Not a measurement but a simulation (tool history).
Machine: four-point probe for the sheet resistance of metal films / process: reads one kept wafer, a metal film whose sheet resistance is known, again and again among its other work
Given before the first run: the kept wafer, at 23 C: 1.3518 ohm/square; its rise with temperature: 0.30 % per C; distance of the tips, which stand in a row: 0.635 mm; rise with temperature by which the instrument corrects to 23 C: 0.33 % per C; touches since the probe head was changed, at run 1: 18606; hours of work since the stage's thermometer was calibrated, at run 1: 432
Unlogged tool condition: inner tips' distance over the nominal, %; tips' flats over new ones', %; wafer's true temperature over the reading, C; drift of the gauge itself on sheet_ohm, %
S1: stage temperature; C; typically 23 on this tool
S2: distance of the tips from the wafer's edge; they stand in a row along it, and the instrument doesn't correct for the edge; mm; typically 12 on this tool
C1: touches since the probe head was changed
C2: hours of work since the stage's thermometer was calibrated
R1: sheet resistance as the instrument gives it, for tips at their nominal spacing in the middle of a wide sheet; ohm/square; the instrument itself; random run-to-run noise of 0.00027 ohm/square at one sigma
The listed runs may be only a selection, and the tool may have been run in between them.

{"run": 1, "hour": 0.0, "S1": 23, "S2": 12, "C1": 18606, "C2": 432, "R1": 1.350883}
{"run": 2, "hour": 35.9, "S1": 23, "S2": 12, "C1": 19290, "C2": 457, "R1": 1.350978}
{"run": 3, "hour": 62.3, "S1": 23, "S2": 68, "C1": 19795, "C2": 476, "R1": 1.349278}
{"run": 4, "hour": 105.9, "S1": 23, "S2": 68, "C1": 20625, "C2": 506, "R1": 1.349052}
{"run": 5, "hour": 131.8, "S1": 23, "S2": 37, "C1": 21119, "C2": 524, "R1": 1.349577}
{"run": 6, "hour": 149.4, "S1": 23, "S2": 12, "C1": 21455, "C2": 536, "R1": 1.35137}
{"run": 7, "hour": 187.3, "S1": 23, "S2": 18, "C1": 22176, "C2": 563, "R1": 1.350072}
{"run": 8, "hour": 226.7, "S1": 23, "S2": 18, "C1": 22928, "C2": 590, "R1": 1.349578}
{"run": 9, "hour": 265.1, "S1": 23, "S2": 15, "C1": 23661, "C2": 617, "R1": 1.350522}
{"run": 10, "hour": 284.5, "S1": 23, "S2": 15, "C1": 24031, "C2": 631, "R1": 1.350795}
{"run": 11, "hour": 321.8, "S1": 21, "S2": 15, "C1": 24741, "C2": 657, "R1": 1.351747}
{"run": 12, "hour": 353.9, "S1": 23, "S2": 12, "C1": 25353, "C2": 679, "R1": 1.351409}
{"run": 13, "hour": 391.6, "S1": 19, "S2": 17, "C1": 26073, "C2": 706, "R1": 1.352118}
{"run": 14, "hour": 424.2, "S1": 19, "S2": 17, "C1": 26694, "C2": 729, "R1": 1.352842}
{"run": 15, "hour": 462.7, "S1": 19, "S2": 17, "C1": 27428, "C2": 756, "R1": 1.351974}
{"run": 16, "hour": 499.2, "S1": 19, "S2": 17, "C1": 28124, "C2": 781, "R1": 1.352248}

What does the tool deliver on the next run?
{"run": 17, "hour": 535.2, "S1": 29, "S2": 13, "C1": 28810, "C2": 806, "R1": "?"}

Logged for run 17: R1 1.348710 ohm/square.
Without the tool's hidden state the same run would have given R1 1.351192 ohm/square.
